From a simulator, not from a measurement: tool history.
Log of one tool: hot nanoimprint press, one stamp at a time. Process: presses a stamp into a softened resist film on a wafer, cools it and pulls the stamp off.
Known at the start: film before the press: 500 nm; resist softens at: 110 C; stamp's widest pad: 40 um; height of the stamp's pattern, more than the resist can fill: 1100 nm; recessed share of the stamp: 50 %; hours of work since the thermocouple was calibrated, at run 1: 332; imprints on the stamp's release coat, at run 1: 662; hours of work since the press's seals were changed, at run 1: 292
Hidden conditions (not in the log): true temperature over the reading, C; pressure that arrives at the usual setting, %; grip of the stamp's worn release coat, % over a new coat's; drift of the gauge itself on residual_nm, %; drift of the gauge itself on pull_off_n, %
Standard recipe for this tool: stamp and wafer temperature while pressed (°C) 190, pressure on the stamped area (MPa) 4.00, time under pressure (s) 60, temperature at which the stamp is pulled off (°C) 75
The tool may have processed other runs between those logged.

run,hour,stamp and wafer temperature while pressed (°C),pressure on the stamped area (MPa),time under pressure (s),temperature at which the stamp is pulled off (°C),hours of work since the thermocouple was calibrated,imprints on the stamp's release coat,hours of work since the press's seals were changed,resist left under the stamp's widest pad (angstrom),greatest force while the stamp is pulled off (N)
1,0.0,190,4.00,60,75,332,662,292,3057,166
2,14.8,199,4.00,60,75,340,699,300,2353,180
3,27.0,199,4.00,60,75,347,730,307,2364,173
4,41.6,199,4.00,60,75,355,766,315,2352,169
5,53.5,190,4.00,60,75,361,796,321,3073,174
# hour 57.4: plate thermocouple calibrated
6,64.6,191,4.00,60,75,4,816,325,2999,179
7,77.7,191,4.00,60,75,11,849,332,3022,176
8,85.4,182,5.85,90,72,15,868,337,2995,195
# hour 100.8: plate thermocouple calibrated, once more
9,101.5,194,3.72,31,66,0,901,344,3312,229
10,108.3,189,4.00,60,75,4,918,347,3076,180
11,120.2,178,3.77,109,75,10,948,354,3619,189
12,131.6,178,3.77,109,75,17,976,360,3595,176
13,142.1,190,4.00,46,75,22,1003,366,3216,176
14,156.7,191,4.00,31,75,30,1039,373,3472,184

What differs in the tool's unlogged condition from the final listed run ahead of each entry between runs to the first listed run following it?
From run 5 to run 6: plate thermocouple calibrated (hour 57.4)
  true temperature over the reading, C: -0.88 -> -1.37; pressure that arrives at the usual setting, %: 99.15 -> 99.14; grip of the stamp's worn release coat, % over a new coat's: 26.7 -> 27.4
  the result without the hidden state subtracted from the measured one, resist left under the stamp's widest pad (angstrom): +86 -> +125; greatest force while the stamp is pulled off (N): +40 -> +44
From run 8 to run 9: plate thermocouple calibrated, once more (hour 100.8)
  true temperature over the reading, C: -1.4 -> 0.03; pressure that arrives at the usual setting, %: 99.11 -> 99.09; grip of the stamp's worn release coat, % over a new coat's: 29.2 -> 30.3
  the result without the hidden state subtracted from the measured one, resist left under the stamp's widest pad (angstrom): +148 -> +8; greatest force while the stamp is pulled off (N): +49 -> +53
